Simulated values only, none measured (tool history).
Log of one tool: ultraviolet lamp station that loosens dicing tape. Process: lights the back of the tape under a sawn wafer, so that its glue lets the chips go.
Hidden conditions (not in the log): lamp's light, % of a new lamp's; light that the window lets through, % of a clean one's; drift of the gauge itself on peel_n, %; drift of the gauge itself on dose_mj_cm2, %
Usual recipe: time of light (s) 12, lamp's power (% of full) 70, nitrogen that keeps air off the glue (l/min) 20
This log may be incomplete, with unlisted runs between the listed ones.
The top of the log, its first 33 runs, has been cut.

run,hour,time of light (s),lamp's power (% of full),nitrogen that keeps air off the glue (l/min),hours of work of the lamp,hours of work since the window was cleaned,force that peels the tape off (N),light that reached the tape (mJ/cm²)
34,1836.7,7,91,31,192,516,0.857,215
35,1902.0,12,65,39,231,555,0.636,257
36,1942.2,10,65,15,255,579,1.083,207
# hour 1954.0: window cleaned of glue's vapour
37,1986.5,7,65,15,281,19,1.296,174
38,2061.0,18,87,39,326,64,0.229,572
39,2123.6,9,89,12,363,101,0.850,281
40,2173.1,8,70,8,393,131,1.360,193
41,2224.0,8,79,24,423,161,0.854,220
42,2262.4,12,80,11,446,184,0.744,326

Each row is a separate what-if for the run after 42, all from the same tool condition, not one after another. Results?
A,2332.2,12,68,6,488,226,?,?
B,2332.2,6,70,31,488,226,?,?
C,2332.2,12,80,14,488,226,?,?
D,2332.2,12,70,7,488,226,?,?
E,2332.2,12,85,20,488,226,?,?

run,force that peels the tape off (N),light that reached the tape (mJ/cm²)
A,1.199,267
B,1.344,138
C,0.709,313
D,1.083,274
E,0.552,333
Without the tool's unlogged condition, the same runs would have read:
run,force that peels the tape off (N),light that reached the tape (mJ/cm²)
A,0.914,351
B,1.050,181
C,0.496,411
D,0.811,359
E,0.379,437
